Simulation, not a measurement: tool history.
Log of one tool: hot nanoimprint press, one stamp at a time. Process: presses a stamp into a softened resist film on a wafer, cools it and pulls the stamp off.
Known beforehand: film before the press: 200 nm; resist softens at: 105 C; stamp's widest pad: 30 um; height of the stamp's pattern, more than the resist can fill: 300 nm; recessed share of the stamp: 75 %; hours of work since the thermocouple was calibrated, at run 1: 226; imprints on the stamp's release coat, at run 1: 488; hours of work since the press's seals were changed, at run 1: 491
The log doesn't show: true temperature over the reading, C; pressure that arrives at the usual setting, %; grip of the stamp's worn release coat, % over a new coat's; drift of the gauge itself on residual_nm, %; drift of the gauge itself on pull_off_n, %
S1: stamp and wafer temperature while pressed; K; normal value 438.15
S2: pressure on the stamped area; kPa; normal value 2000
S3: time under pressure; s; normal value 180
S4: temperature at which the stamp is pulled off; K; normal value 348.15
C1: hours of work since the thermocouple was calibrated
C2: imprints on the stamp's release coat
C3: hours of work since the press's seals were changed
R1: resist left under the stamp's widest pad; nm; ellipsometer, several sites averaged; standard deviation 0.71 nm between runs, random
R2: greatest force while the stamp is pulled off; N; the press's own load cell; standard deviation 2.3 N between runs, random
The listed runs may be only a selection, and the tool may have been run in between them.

run,hour,S1,S2,S3,S4,C1,C2,C3,R1,R2
1,0.0,438.15,2000,180,348.15,226,488,491,88.2,126
2,13.4,438.15,2000,180,348.15,234,551,500,88.6,124
3,25.7,440.15,2000,180,348.15,241,610,507,82.2,125
# hour 37.3: stamp cleaned and given a new release coat
4,46.6,440.15,2000,180,348.15,251,44,516,81.5,103
# hour 66.5: plate thermocouple calibrated
5,66.5,440.15,2000,180,348.15,0,125,527,79.3,110
6,82.5,438.15,2000,180,343.15,10,201,537,86.3,117
7,104.0,438.15,2000,180,343.15,23,304,550,88.5,122
8,119.5,438.15,1800,180,348.15,33,378,559,92.8,120
9,134.5,438.15,1800,180,348.15,42,450,569,93.0,122
10,155.9,438.15,2000,180,348.15,55,552,582,88.3,124
11,171.1,438.15,2000,180,348.15,64,625,591,87.6,134
# hour 178.7: stamp cleaned and given a new release coat
12,186.6,438.15,2000,180,348.15,70,37,597,87.6,100
13,196.2,438.15,2000,180,348.15,76,83,603,86.9,102
14,213.3,438.15,2000,180,348.15,87,165,613,88.1,110
15,223.5,431.15,2000,153,348.15,93,214,620,128.1,113
16,236.1,431.15,1850,120,344.15,101,274,627,140.2,122
17,250.0,431.15,1850,120,344.15,109,340,636,138.4,120
18,268.5,431.15,1850,120,344.15,121,429,647,138.3,125
19,281.3,438.15,1840,148,348.15,128,490,655,98.6,123
20,301.6,438.15,1840,148,348.15,141,587,668,98.5,123
# hour 318.8: stamp cleaned and given a new release coat
21,318.8,438.15,1840,148,348.15,148,0,675,98.0,106
22,336.1,438.15,1840,148,348.15,159,83,685,100.3,105
23,356.6,438.15,1840,148,348.15,171,180,698,98.9,107
24,370.7,435.15,1840,121,348.15,180,248,707,119.2,113
25,383.9,435.15,1840,121,348.15,188,311,715,119.1,114
26,395.5,447.15,1840,121,344.15,195,366,722,73.0,122
27,411.2,447.15,1840,121,344.15,205,442,731,73.5,122
28,425.2,427.15,2000,180,348.15,213,508,740,145.4,127

Forecast each of these 4 alternatives for the next run:
A,435.0,437.15,1220,180,348.15,219,555,746,?,?
B,435.0,438.15,2000,171,348.15,219,555,746,?,?
C,435.0,427.15,1540,148,348.15,219,555,746,?,?
D,435.0,427.15,2590,180,348.15,219,555,746,?,?

run,R1,R2
A,120.4,122
B,91.2,125
C,164.0,121
D,130.5,127
With the hidden condition removed and each run's random variation left untouched, the same runs would have given:
run,R1,R2
A,115.6,101
B,86.4,103
C,159.1,99
D,123.8,105
